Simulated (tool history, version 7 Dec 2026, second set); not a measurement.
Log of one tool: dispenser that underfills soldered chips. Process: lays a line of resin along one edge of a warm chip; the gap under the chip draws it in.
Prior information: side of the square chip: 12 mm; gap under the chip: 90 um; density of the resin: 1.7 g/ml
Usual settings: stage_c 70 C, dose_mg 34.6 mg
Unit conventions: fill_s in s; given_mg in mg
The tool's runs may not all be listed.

run 1 hour=0 | stage_c=70 dose_mg=34.6 | fill_s=78.9 given_mg=34.43
run 2 hour=9.2 | stage_c=70 dose_mg=34.6 | fill_s=76.3 given_mg=34.03
run 3 hour=18 | stage_c=70 dose_mg=34.6 | fill_s=105 given_mg=33.96
run 4 hour=22.2 | stage_c=70 dose_mg=34.6 | fill_s=86.9 given_mg=34.02
run 5 hour=28.2 | stage_c=81 dose_mg=34.6 | fill_s=60.9 given_mg=33.83
run 6 hour=35.9 | stage_c=62 dose_mg=34.6 | fill_s=146.6 given_mg=33.86
run 7 hour=41.7 | stage_c=62 dose_mg=34.6 | fill_s=121.9 given_mg=33.77
run 8 hour=48.1 | stage_c=81 dose_mg=34.6 | fill_s=58.2 given_mg=33.39
run 9 hour=55.1 | stage_c=81 dose_mg=34.6 | fill_s=52.7 given_mg=33.33
run 10 hour=62 | stage_c=81 dose_mg=34.6 | fill_s=46.7 given_mg=33.48
run 11 hour=70.8 | stage_c=59 dose_mg=34.6 | fill_s=142.2 given_mg=33.12
run 12 hour=75.8 | stage_c=70 dose_mg=34.6 | fill_s=97.2 given_mg=32.93
run 13 hour=82.8 | stage_c=67 dose_mg=34.6 | fill_s=97.7 given_mg=32.96
run 14 hour=88.5 | stage_c=67 dose_mg=29.6 | fill_s=124.2 given_mg=28.01
run 15 hour=97.9 | stage_c=70 dose_mg=34.6 | fill_s=99.7 given_mg=32.68
run 16 hour=102.1 | stage_c=68 dose_mg=34.6 | fill_s=88.4 given_mg=32.84
run 17 hour=111.3 | stage_c=68 dose_mg=34.6 | fill_s=85.9 given_mg=32.37
run 18 hour=117 | stage_c=70 dose_mg=44.1 | fill_s=93.7 given_mg=41.14
run 19 hour=126.4 | stage_c=70 dose_mg=44.1 | fill_s=92.8 given_mg=40.99
run 20 hour=133.5 | stage_c=68 dose_mg=36.9 | fill_s=95.5 given_mg=34.22
run 21 hour=141 | stage_c=77 dose_mg=36.9 | fill_s=53 given_mg=34.38
run 22 hour=147.1 | stage_c=77 dose_mg=36.2 | fill_s=66.3 given_mg=33.37
run 23 hour=151.5 | stage_c=63 dose_mg=44.4 | fill_s=109.9 given_mg=40.84
run 24 hour=156.7 | stage_c=57 dose_mg=42.3 | fill_s=183.1 given_mg=38.46
run 25 hour=162.9 | stage_c=57 dose_mg=42.3 | fill_s=161.1 given_mg=38.64
run 26 hour=168.7 | stage_c=61 dose_mg=44.3 | fill_s=153.6 given_mg=44.65
run 27 hour=175.4 | stage_c=61 dose_mg=44.3 | fill_s=134.7 given_mg=43.84
run 28 hour=184.3 | stage_c=61 dose_mg=44.3 | fill_s=126.1 given_mg=43.87
run 29 hour=193.7 | stage_c=61 dose_mg=44.3 | fill_s=123.9 given_mg=43.63
run 30 hour=197.9 | stage_c=85 dose_mg=33.1 | fill_s=43.7 given_mg=32.43
run 31 hour=204 | stage_c=70 dose_mg=39.4 | fill_s=76.6 given_mg=38.39
run 32 hour=210.3 | stage_c=70 dose_mg=39.4 | fill_s=98.9 given_mg=38.52
run 33 hour=217.5 | stage_c=70 dose_mg=40.8 | fill_s=88.6 given_mg=39.58
run 34 hour=224.5 | stage_c=69 dose_mg=33 | fill_s=85.5 given_mg=31.82
run 35 hour=230.1 | stage_c=70 dose_mg=44.9 | fill_s=97.6 given_mg=43.56

Between the runs listed above, the log contained 23 entries, not reproduced here. Where in the sequence does each belong, and how does what the log doesn't record of the tool's condition differ from the listed run before to the listed run after?
Logged between run 1 and run 2: new syringe of resin (hour 8.5)
  resin's viscosity, % of fresh resin's: 105.9 -> 103.8; dose that the valve gives, % of what is set: 99.42 -> 98.95; true chip temperature over the reading, C: -0.85 -> -0.86
  measured less the result without the state, fill_s: +7.7 -> +6.1 s; given_mg: -0.2 -> -0.36 mg
Logged between run 3 and run 4: new syringe of resin (hour 18.7)
  resin's viscosity, % of fresh resin's: 143.5 -> 116.4; dose that the valve gives, % of what is set: 98.48 -> 98.27
  measured less the result without the state, fill_s: +35.2 -> +15.8 s; given_mg: -0.52 -> -0.6 mg
Logged between run 5 and run 6: new syringe of resin (hour 29.1)
  resin's viscosity, % of fresh resin's: 145.4 -> 127.4; dose that the valve gives, % of what is set: 97.92 -> 97.52; true chip temperature over the reading, C: -0.9 -> -0.91
  measured less the result without the state, fill_s: +21.1 -> +37.4 s; given_mg: -0.72 -> -0.85 mg
Logged between run 6 and run 7: new syringe of resin (hour 39.4)
  resin's viscosity, % of fresh resin's: 127.4 -> 108.2; dose that the valve gives, % of what is set: 97.52 -> 97.25; true chip temperature over the reading, C: -0.91 -> -0.92
  measured less the result without the state, fill_s: +37.4 -> +15.1 s; given_mg: -0.85 -> -0.96 mg
Logged between run 8 and run 9: new syringe of resin (hour 49.6)
  resin's viscosity, % of fresh resin's: 137.2 -> 123.2; dose that the valve gives, % of what is set: 96.94 -> 96.59; true chip temperature over the reading, C: -0.93 -> -0.94
  measured less the result without the state, fill_s: +17.7 -> +12.1 s; given_mg: -1.06 -> -1.17 mg
Logged between run 9 and run 10: new syringe of resin (hour 59.6)
  resin's viscosity, % of fresh resin's: 123.2 -> 109.5; dose that the valve gives, % of what is set: 96.59 -> 96.25; true chip temperature over the reading, C: -0.94 -> -0.96
  measured less the result without the state, fill_s: +12.1 -> +6.3 s; given_mg: -1.17 -> -1.31 mg
Logged between run 10 and run 11: new syringe of resin (hour 69.6)
  resin's viscosity, % of fresh resin's: 109.5 -> 106.3; dose that the valve gives, % of what is set: 96.25 -> 95.82; true chip temperature over the reading, C: -0.96 -> -0.97
  measured less the result without the state, fill_s: +6.3 -> +16.2 s; given_mg: -1.31 -> -1.45 mg
Logged between run 12 and run 13: new syringe of resin (hour 80.2)
  resin's viscosity, % of fresh resin's: 127.7 -> 110.3; dose that the valve gives, % of what is set: 95.55 -> 95.21; true chip temperature over the reading, C: -0.98 -> -0.99
  measured less the result without the state, fill_s: +25.4 -> +14.3 s; given_mg: -1.52 -> -1.66 mg
Logged between run 14 and run 15: new syringe of resin (hour 90.1)
  resin's viscosity, % of fresh resin's: 135.8 -> 132.7; dose that the valve gives, % of what is set: 94.91 -> 94.42; true chip temperature over the reading, C: -1 -> -1.02
  measured less the result without the state, fill_s: +38.7 -> +29.3 s; given_mg: -1.5 -> -1.94 mg
Logged between run 15 and run 16: new syringe of resin (hour 100.5)
  resin's viscosity, % of fresh resin's: 132.7 -> 105.2; dose that the valve gives, % of what is set: 94.42 -> 94.21; true chip temperature over the reading, C: -1.02 -> -1.03
  measured less the result without the state, fill_s: +29.3 -> +9.5 s; given_mg: -1.94 -> -2.02 mg
Logged between run 16 and run 17: new syringe of resin (hour 110.4)
  resin's viscosity, % of fresh resin's: 105.2 -> 102.9; dose that the valve gives, % of what is set: 94.21 -> 93.79; true chip temperature over the reading, C: -1.03 -> -1.04
  measured less the result without the state, fill_s: +9.5 -> +7.7 s; given_mg: -2.02 -> -2.14 mg
Logged between run 18 and run 19: new syringe of resin (hour 120.4)
  resin's viscosity, % of fresh resin's: 127.1 -> 125.8; dose that the valve gives, % of what is set: 93.46 -> 92.98; true chip temperature over the reading, C: -1.05 -> -1.07
  measured less the result without the state, fill_s: +23.9 -> +23.2 s; given_mg: -2.88 -> -3.1 mg
Logged between run 19 and run 20: new syringe of resin (hour 130.4)
  resin's viscosity, % of fresh resin's: 125.8 -> 113.5; dose that the valve gives, % of what is set: 92.98 -> 92.57; true chip temperature over the reading, C: -1.07 -> -1.08
  measured less the result without the state, fill_s: +23.2 -> +16.6 s; given_mg: -3.1 -> -2.74 mg
Logged between run 20 and run 21: new syringe of resin (hour 140.7)
  resin's viscosity, % of fresh resin's: 113.5 -> 99.9; dose that the valve gives, % of what is set: 92.57 -> 92.19; true chip temperature over the reading, C: -1.08 -> -1.1
  measured less the result without the state, fill_s: +16.6 -> +3.2 s; given_mg: -2.74 -> -2.91 mg
Logged between run 22 and run 23: new syringe of resin (hour 150.9)
  resin's viscosity, % of fresh resin's: 125.2 -> 102.6; dose that the valve gives, % of what is set: 91.86 -> 91.63
  measured less the result without the state, fill_s: +16.6 -> +9.4 s; given_mg: -2.95 -> -3.73 mg
Logged between run 24 and run 25: new syringe of resin (hour 160.9)
  resin's viscosity, % of fresh resin's: 124.3 -> 107.2; dose that the valve gives, % of what is set: 91.36 -> 91.06; true chip temperature over the reading, C: -1.12 -> -1.13
  measured less the result without the state, fill_s: +45.4 -> +20.8 s; given_mg: -3.64 -> -3.79 mg
Logged between run 25 and run 26: dispensing valve cleaned and set on the balance (hour 167.5)
  resin's viscosity, % of fresh resin's: 107.2 -> 128; dose that the valve gives, % of what is set: 91.06 -> 99.69; true chip temperature over the reading, C: -1.13 -> -1.14
  measured less the result without the state, fill_s: +20.8 -> +40.8 s; given_mg: -3.79 -> -0.14 mg
Logged between run 26 and run 27: new syringe of resin (hour 172)
  resin's viscosity, % of fresh resin's: 128 -> 113.2; dose that the valve gives, % of what is set: 99.69 -> 99.32; true chip temperature over the reading, C: -1.14 -> -1.16
  measured less the result without the state, fill_s: +40.8 -> +23.1 s; given_mg: -0.14 -> -0.3 mg
Logged between run 27 and run 28: new syringe of resin (hour 182.4)
  resin's viscosity, % of fresh resin's: 113.2 -> 105.5; dose that the valve gives, % of what is set: 99.32 -> 98.87; true chip temperature over the reading, C: -1.16 -> -1.17
  measured less the result without the state, fill_s: +23.1 -> +14 s; given_mg: -0.3 -> -0.5 mg
Logged between run 28 and run 29: new syringe of resin (hour 192.5)
  resin's viscosity, % of fresh resin's: 105.5 -> 103.6; dose that the valve gives, % of what is set: 98.87 -> 98.37; true chip temperature over the reading, C: -1.17 -> -1.19
  measured less the result without the state, fill_s: +14 -> +11.9 s; given_mg: -0.5 -> -0.73 mg
Logged between run 30 and run 31: new syringe of resin (hour 202.7)
  resin's viscosity, % of fresh resin's: 121 -> 104.5; dose that the valve gives, % of what is set: 98.17 -> 97.85; true chip temperature over the reading, C: -1.2 -> -1.21
  measured less the result without the state, fill_s: +9.7 -> +7.8 s; given_mg: -0.6 -> -0.84 mg
Logged between run 32 and run 33: new syringe of resin (hour 213.1)
  resin's viscosity, % of fresh resin's: 131.7 -> 119.3; dose that the valve gives, % of what is set: 97.54 -> 97.15; true chip temperature over the reading, C: -1.22 -> -1.23
  measured less the result without the state, fill_s: +28.5 -> +19 s; given_mg: -0.97 -> -1.16 mg
Logged between run 33 and run 34: new syringe of resin (hour 223.2)
  resin's viscosity, % of fresh resin's: 119.3 -> 106.3; dose that the valve gives, % of what is set: 97.15 -> 96.8; true chip temperature over the reading, C: -1.23 -> -1.24
  measured less the result without the state, fill_s: +19 -> +10.5 s; given_mg: -1.16 -> -1.05 mg
